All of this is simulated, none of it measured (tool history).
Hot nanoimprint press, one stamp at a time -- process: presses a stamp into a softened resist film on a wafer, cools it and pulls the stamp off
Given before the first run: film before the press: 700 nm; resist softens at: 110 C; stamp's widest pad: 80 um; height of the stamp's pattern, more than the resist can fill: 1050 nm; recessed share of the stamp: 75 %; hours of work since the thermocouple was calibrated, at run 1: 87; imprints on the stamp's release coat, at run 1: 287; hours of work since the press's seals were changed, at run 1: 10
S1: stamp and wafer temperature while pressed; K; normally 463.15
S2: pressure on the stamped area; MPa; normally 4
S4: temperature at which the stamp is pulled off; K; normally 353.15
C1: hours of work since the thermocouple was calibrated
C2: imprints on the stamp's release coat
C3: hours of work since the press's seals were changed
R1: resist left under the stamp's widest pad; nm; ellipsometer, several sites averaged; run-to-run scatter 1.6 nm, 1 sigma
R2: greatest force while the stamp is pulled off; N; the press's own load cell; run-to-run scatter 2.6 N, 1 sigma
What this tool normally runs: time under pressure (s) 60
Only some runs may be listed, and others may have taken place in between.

Run 1, hour 0: usual settings; C1 87; C2 287; C3 10. Result: R1 247.1 nm, R2 142 N.
Run 2, hour 26.4: usual settings but S1 473.15 K; C1 102; C2 386; C3 24. Result: R1 158.8 nm, R2 140 N.
Run 3, hour 51.5: usual settings but S1 473.15 K; C1 116; C2 481; C3 39. Result: R1 159.3 nm, R2 147 N.
Run 4, hour 75.5: usual settings but S1 473.15 K; C1 129; C2 572; C3 52. Result: R1 161.5 nm, R2 140 N.
Run 5, hour 97.8: usual settings but S1 473.15 K; C1 142; C2 656; C3 64. Result: R1 160 nm, R2 148 N.
Run 6, hour 118.1: usual settings but S1 473.15 K; C1 153; C2 733; C3 76. Result: R1 161 nm, R2 148 N.
At hour 147.8: stamp cleaned and given a new release coat.
Run 7, hour 148.3: usual settings but S1 473.15 K; C1 166; C2 2; C3 89. Result: R1 160.6 nm, R2 137 N.
Run 8, hour 165: usual settings but S1 473.15 K; C1 176; C2 65; C3 99. Result: R1 159.4 nm, R2 138 N.
Run 9, hour 189.5: usual settings but S1 473.15 K; C1 190; C2 158; C3 112. Result: R1 161.9 nm, R2 136 N.
Run 10, hour 205.3: usual settings but S2 3.75 MPa; C1 198; C2 217; C3 121. Result: R1 259.6 nm, R2 136 N.
Run 11, hour 236.5: usual settings but S2 3.75 MPa; C1 216; C2 335; C3 139. Result: R1 257 nm, R2 140 N.
Run 12, hour 253.9: usual settings but time under pressure (s) 71; C1 226; C2 401; C3 148. Result: R1 231.9 nm, R2 145 N.
Run 13, hour 273.6: usual settings but S1 456.15 K; C1 237; C2 475; C3 160. Result: R1 339.7 nm, R2 146 N.
Run 14, hour 291.3: usual settings but S1 456.15 K; C1 246; C2 542; C3 169. Result: R1 338 nm, R2 149 N.
At hour 320: plate thermocouple calibrated.
Run 15, hour 323.1: usual settings; C1 2; C2 651; C3 186. Result: R1 249.6 nm, R2 150 N.
Run 16, hour 345.2: usual settings; C1 14; C2 734; C3 198. Result: R1 250.8 nm, R2 153 N.
Run 17, hour 361.2: usual settings; C1 23; C2 795; C3 207. Result: R1 246.4 nm, R2 151 N.
At hour 372.8: stamp cleaned and given a new release coat.
Run 18, hour 386.4: usual settings; C1 34; C2 52; C3 218. Result: R1 248.5 nm, R2 135 N.
Run 19, hour 404.6: usual settings but S1 457.15 K, time under pressure (s) 72; C1 44; C2 120; C3 228. Result: R1 297.8 nm, R2 139 N.
Run 20, hour 430.1: usual settings but S1 457.15 K, S2 3.08 MPa, time under pressure (s) 72, S4 343.15 K; C1 58; C2 217; C3 242. Result: R1 333.4 nm, R2 154 N.
Run 21, hour 453.2: usual settings but S4 345.15 K; C1 71; C2 304; C3 255. Result: R1 249.5 nm, R2 153 N.
Run 22, hour 481.6: usual settings but S1 474.15 K, S4 360.15 K; C1 87; C2 411; C3 271. Result: R1 153.6 nm, R2 132 N.
Run 23, hour 510.8: usual settings but S1 470.15 K, S4 344.15 K; C1 103; C2 522; C3 287. Result: R1 184.6 nm, R2 162 N.
Run 24, hour 525.3: usual settings but S1 470.15 K, S4 344.15 K; C1 112; C2 576; C3 295. Result: R1 186.5 nm, R2 164 N.
Run 25, hour 547.2: usual settings but S1 470.15 K, S2 2.42 MPa, S4 359.15 K; C1 124; C2 659; C3 308. Result: R1 230.6 nm, R2 137 N.
Run 26, hour 576.4: usual settings but S1 473.15 K, S2 4.37 MPa, S4 359.15 K; C1 140; C2 769; C3 324. Result: R1 154.7 nm, R2 139 N.
At hour 595: stamp cleaned and given a new release coat.
Run 27, hour 605: usual settings but S1 454.15 K, S2 2.83 MPa, time under pressure (s) 50, S4 346.15 K; C1 153; C2 38; C3 337. Result: R1 437.5 nm, R2 143 N.
Run 28, hour 637.6: usual settings but S1 462.15 K, S2 3.27 MPa, time under pressure (s) 96, S4 346.15 K; C1 171; C2 161; C3 355. Result: R1 234 nm, R2 153 N.
Run 29, hour 666.4: usual settings but S2 3.62 MPa, time under pressure (s) 58, S4 360.15 K; C1 187; C2 270; C3 371. Result: R1 267.2 nm, R2 129 N.

Consider 3 possible next runs. They are alternatives, not a sequence: every one starts from the tool as it was left by run 29. What does each give?
Run A, hour 689.7: usual settings but S2 4.16 MPa, time under pressure (s) 105, S4 360.15 K; C1 200; C2 358; C3 384. Result: R1 ?, R2 ?.
Run B, hour 689.7: usual settings but S2 2.8 MPa, time under pressure (s) 101; C1 200; C2 358; C3 384. Result: R1 ?, R2 ?.
Run C, hour 689.7: usual settings but S2 3.62 MPa, time under pressure (s) 58, S4 349.15 K; C1 200; C2 358; C3 384. Result: R1 ?, R2 ?.

run     R1   R2
  A  194.8  130
  B  235.6  142
  C  266.1  152
Without the tool's unlogged condition, the same runs would have read:
run     R1   R2
  A  190.3  123
  B    231  134
  C  260.6  144
